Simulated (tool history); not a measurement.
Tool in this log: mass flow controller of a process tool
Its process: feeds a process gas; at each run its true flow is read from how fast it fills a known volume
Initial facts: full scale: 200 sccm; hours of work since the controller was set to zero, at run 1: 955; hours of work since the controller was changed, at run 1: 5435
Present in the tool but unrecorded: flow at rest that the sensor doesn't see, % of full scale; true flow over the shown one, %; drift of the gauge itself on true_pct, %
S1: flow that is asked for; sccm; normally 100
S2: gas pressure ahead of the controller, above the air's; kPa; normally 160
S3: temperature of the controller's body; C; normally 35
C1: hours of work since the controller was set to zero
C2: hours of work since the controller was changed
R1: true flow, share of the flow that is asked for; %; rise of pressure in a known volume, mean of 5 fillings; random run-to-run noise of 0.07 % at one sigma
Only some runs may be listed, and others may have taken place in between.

run,day,S1,S2,S3,C1,C2,R1
1,0,100,160,35,955,5435,98.64
2,12.917,100,199,35,1089,5570,98.02
3,21.358,100,199,35,1177,5658,97.97
4,29.088,100,199,35,1258,5739,97.91
5,42.096,49,160,35,1394,5875,97.29
6,50.254,49,160,35,1479,5960,97.37
7,58.85,94,160,35,1569,6049,97.89
8,65.004,94,160,35,1633,6114,97.77
9,70.612,94,160,35,1692,6172,97.84
10,77.958,100,160,35,1768,6249,98.01
11,88.038,100,160,35,1873,6354,97.74
12,100.208,100,160,35,2000,6481,97.67
13,106.671,100,160,35,2068,6548,97.57
14,113.512,100,160,35,2139,6620,97.71
15,124.225,100,160,35,2251,6732,97.58
16,137.079,100,239,35,2385,6866,96.95
17,144.542,100,239,35,2463,6944,97.06
18,151.788,31,201,31,2539,7019,96.29
19,164.208,40,149,40,2668,7149,96.35
20,176.883,40,149,40,2801,7281,96.17
21,186.583,60,159,38,2902,7382,96.38
22,192.762,100,172,35,2966,7447,96.99
23,199.408,100,160,34,3036,7516,97.03
24,212.554,100,160,34,3173,7654,96.93
25,218.85,100,160,34,3239,7719,96.91
26,229.146,52,220,23,3346,7827,95.86
27,236.725,52,220,23,3425,7906,95.96
28,247.938,20,178,25,3542,8023,95.72
29,253.888,20,178,25,3604,8085,95.53
30,261.5,20,178,25,3684,8164,95.66
31,269.438,55,188,40,3767,8247,95.43
32,282.371,59,207,36,3902,8382,95.4
33,291.012,59,207,36,3992,8472,95.33
34,296.975,59,207,36,4054,8535,95.42

Branching from run 34: 4 alternative next runs. What would each branch give?
# day 298.917: gauge calibrated
A,304.612,28,187,35,4134,8614,?
# day 298.917: gauge calibrated
B,304.612,59,207,37,4134,8614,?
# day 298.917: gauge calibrated
C,304.612,100,208,31,4134,8614,?
# day 298.917: gauge calibrated
D,304.612,107,245,35,4134,8614,?

run,R1
A,97.09
B,97.32
C,98.2
D,97.95
Without the tool's unlogged condition, the same runs would have read:
run,R1
A,97.17
B,97.38
C,98.26
D,98.01

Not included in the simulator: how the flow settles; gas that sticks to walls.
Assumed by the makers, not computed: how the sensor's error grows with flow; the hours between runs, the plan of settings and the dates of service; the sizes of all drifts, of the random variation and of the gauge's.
